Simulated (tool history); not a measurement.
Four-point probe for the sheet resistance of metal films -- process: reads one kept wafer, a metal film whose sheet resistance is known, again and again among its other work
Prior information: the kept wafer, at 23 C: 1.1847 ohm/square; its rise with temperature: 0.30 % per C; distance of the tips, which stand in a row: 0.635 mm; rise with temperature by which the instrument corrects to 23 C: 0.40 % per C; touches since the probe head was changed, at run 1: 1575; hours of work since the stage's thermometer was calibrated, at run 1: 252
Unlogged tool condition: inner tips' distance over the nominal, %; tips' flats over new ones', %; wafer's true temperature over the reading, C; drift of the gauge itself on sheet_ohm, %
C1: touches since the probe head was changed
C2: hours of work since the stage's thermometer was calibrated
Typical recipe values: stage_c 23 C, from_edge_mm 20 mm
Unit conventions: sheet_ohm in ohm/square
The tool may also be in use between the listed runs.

Run 1, day 0: usual settings; C1 1575; C2 252. Result: sheet_ohm 1.185512 ohm/square.
Run 2, day 3.175: usual settings; C1 2701; C2 287. Result: sheet_ohm 1.185532 ohm/square.
Run 3, day 6.954: usual settings; C1 4041; C2 328. Result: sheet_ohm 1.185047 ohm/square.
Run 4, day 10.079: usual settings; C1 5149; C2 363. Result: sheet_ohm 1.185387 ohm/square.
Run 5, day 14.329: usual settings; C1 6655; C2 409. Result: sheet_ohm 1.185349 ohm/square.
Run 6, day 17.454: usual settings; C1 7765; C2 444. Result: sheet_ohm 1.186028 ohm/square.
Run 7, day 20.75: usual settings but from_edge_mm 6 mm; C1 8933; C2 480. Result: sheet_ohm 1.192441 ohm/square.
Run 8, day 24.154: usual settings but from_edge_mm 6 mm; C1 10140; C2 517. Result: sheet_ohm 1.192392 ohm/square.
Run 9, day 26.867: usual settings but from_edge_mm 6 mm; C1 11102; C2 547. Result: sheet_ohm 1.192362 ohm/square.
At day 27.242: stage's thermometer calibrated.
Run 10, day 30.171: usual settings but from_edge_mm 6 mm; C1 12267; C2 32. Result: sheet_ohm 1.19274 ohm/square.
Run 11, day 33.738: usual settings but from_edge_mm 6 mm; C1 13531; C2 71. Result: sheet_ohm 1.19294 ohm/square.
Run 12, day 37.617: usual settings but stage_c 35 C, from_edge_mm 12 mm; C1 14907; C2 114. Result: sheet_ohm 1.17355 ohm/square.
Run 13, day 41.538: usual settings but from_edge_mm 38 mm; C1 16298; C2 157. Result: sheet_ohm 1.185959 ohm/square.
Run 14, day 44.371: usual settings but stage_c 20 C; C1 17302; C2 189. Result: sheet_ohm 1.190943 ohm/square.
Run 15, day 47.725: usual settings but stage_c 20 C; C1 18491; C2 225. Result: sheet_ohm 1.190929 ohm/square.

Run 16 is up next; what results do you expect?
Run 16, day 51.7: usual settings but stage_c 21 C, from_edge_mm 12 mm; C1 19901; C2 269. Result: sheet_ohm ?.

Run 16 came out at sheet_ohm 1.190099 ohm/square.
With no hidden state in the tool, this same run would have given sheet_ohm 1.188513 ohm/square.
